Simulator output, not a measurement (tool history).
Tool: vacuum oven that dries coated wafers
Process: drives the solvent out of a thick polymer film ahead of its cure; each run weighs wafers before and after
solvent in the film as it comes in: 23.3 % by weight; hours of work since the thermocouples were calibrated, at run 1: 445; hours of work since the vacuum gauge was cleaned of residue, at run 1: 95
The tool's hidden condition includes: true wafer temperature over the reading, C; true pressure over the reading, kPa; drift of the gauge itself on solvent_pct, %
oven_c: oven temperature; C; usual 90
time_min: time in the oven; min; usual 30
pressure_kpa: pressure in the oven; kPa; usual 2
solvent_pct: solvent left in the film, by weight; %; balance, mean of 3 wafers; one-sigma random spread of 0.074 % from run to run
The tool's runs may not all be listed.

run	day	oven_c	time_min	pressure_kpa	hours of work since the thermocouples were calibrated	hours of work since the vacuum gauge was cleaned of residue	solvent_pct
1	0	90	30	2	445	95	5.73
2	0.454	96	30	2	452	101	4
3	1.142	90	30	6.22	462	111	7.22
4	1.883	90	30	6.22	472	122	7.02
5	2.517	90	30	3.72	481	131	6.4
6	3.242	90	30	3.72	492	141	6.57
7	3.962	90	30	3.72	502	152	6.53
8	4.308	90	30	2	507	157	5.84
9	4.7	105	30	2	513	162	1.99
10	5.208	105	30	2	520	170	2
# day 5.312: vacuum gauge cleaned of residue and calibrated
11	5.954	105	30	2	530	9	1.89
12	6.679	105	30	2	541	20	2.03
# day 7.012: vacuum gauge cleaned of residue and calibrated, once more
13	7.196	90	30	2	547	3	6.03
14	7.558	90	23	2	552	8	7.64
15	8.096	90	23	2	560	16	7.75
16	8.446	90	23	2	565	21	7.77
17	9.146	90	23	2	575	31	7.64
18	9.646	90	28	2.16	582	38	6.42
19	10.442	90	30	2.52	594	50	5.99
20	10.85	90	30	2.52	600	55	5.98
21	11.425	88	35	5.14	608	64	6.69
22	12.012	81	27	4.36	617	72	10.48
23	12.825	90	21	5.37	628	84	9.17
24	13.554	90	21	1.11	639	94	8.07
25	14.267	90	21	1.94	649	105	8.08
26	14.679	90	21	1.94	655	111	8.39
27	15.242	98	31	1.22	663	119	3.22
28	15.962	85	31	1.22	674	129	7.26
29	16.458	83	24	3.25	681	136	10.05
30	16.875	100	30	2.77	687	142	3.18
31	17.346	97	23	2.77	694	149	5.52
32	18.138	83	16	3.22	705	160	12.32
33	18.946	102	16	3.22	717	172	6.61
34	19.429	102	16	4.32	724	179	6.75

Across each entry between runs, compare the hidden state at the last listed run before it with the hidden state at the first listed run after it:
Between runs 10 and 11: vacuum gauge cleaned of residue and calibrated (day 5.312)
  true wafer temperature over the reading, C: -1.38 -> -1.4; true pressure over the reading, kPa: 0.021 -> 0.031
  measured result minus the result with no hidden state, solvent_pct: +0.24 -> +0.25 %
Between runs 12 and 13: vacuum gauge cleaned of residue and calibrated, once more (day 7.012)
  true wafer temperature over the reading, C: -1.41 -> -1.42; true pressure over the reading, kPa: 0.033 -> 0.006
  measured result minus the result with no hidden state, solvent_pct: +0.25 -> +0.47 %
